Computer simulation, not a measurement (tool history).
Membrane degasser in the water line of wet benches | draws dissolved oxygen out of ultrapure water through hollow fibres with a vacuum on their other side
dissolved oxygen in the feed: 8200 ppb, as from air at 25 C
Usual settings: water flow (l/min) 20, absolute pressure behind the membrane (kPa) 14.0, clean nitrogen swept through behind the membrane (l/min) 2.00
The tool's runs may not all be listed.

| run | hour | water flow (l/min) | absolute pressure behind the membrane (kPa) | clean nitrogen swept through behind the membrane (l/min) | dissolved oxygen in the water behind the degasser (ppb) | pressure that the water loses in the fibres (kPa) |
|---|---|---|---|---|---|---|
| 1 | 0.0 | 20 | 14.0 | 2.00 | 262.3 | 56.16 |
| 2 | 43.9 | 20 | 14.0 | 2.00 | 261.1 | 56.30 |
| 3 | 79.4 | 20 | 14.0 | 1.69 | 303.8 | 56.40 |
| 4 | 108.5 | 20 | 14.0 | 2.00 | 262.3 | 55.94 |
| 5 | 129.8 | 20 | 14.0 | 2.00 | 262.7 | 55.88 |
| 6 | 165.8 | 20 | 14.0 | 2.00 | 261.0 | 56.22 |
| 7 | 192.0 | 20 | 14.0 | 2.00 | 262.5 | 55.92 |
| 8 | 227.7 | 20 | 14.0 | 2.00 | 261.4 | 56.08 |
| 9 | 258.8 | 14 | 14.0 | 2.00 | 182.3 | 39.25 |
|  | 262.2 | vacuum gauge calibrated |
| 10 | 282.7 | 20 | 14.0 | 4.36 | 132.9 | 55.94 |
| 11 | 301.4 | 20 | 14.0 | 4.36 | 133.1 | 56.18 |
| 12 | 342.5 | 20 | 14.0 | 4.36 | 132.2 | 55.80 |
| 13 | 379.6 | 20 | 14.0 | 4.36 | 132.9 | 56.35 |
| 14 | 403.6 | 20 | 14.0 | 2.78 | 198.1 | 56.55 |
|  | 429.6 | vacuum gauge calibrated, once more |
| 15 | 446.3 | 20 | 14.0 | 2.78 | 197.1 | 56.10 |
| 16 | 474.3 | 20 | 14.0 | 1.34 | 370.4 | 56.05 |
| 17 | 520.0 | 25 | 26.4 | 3.87 | 385.6 | 70.55 |
| 18 | 565.6 | 15 | 26.4 | 2.18 | 376.0 | 42.34 |

Forecast run 19:
| 19 | 588.6 | 15 | 26.4 | 2.18 | ? | ? |

dissolved oxygen in the water behind the degasser (ppb): 375.8
pressure that the water loses in the fibres (kPa): 41.81
Without the tool's hidden state the same run would have given dissolved oxygen in the water behind the degasser (ppb) 371.1, pressure that the water loses in the fibres (kPa) 41.70.

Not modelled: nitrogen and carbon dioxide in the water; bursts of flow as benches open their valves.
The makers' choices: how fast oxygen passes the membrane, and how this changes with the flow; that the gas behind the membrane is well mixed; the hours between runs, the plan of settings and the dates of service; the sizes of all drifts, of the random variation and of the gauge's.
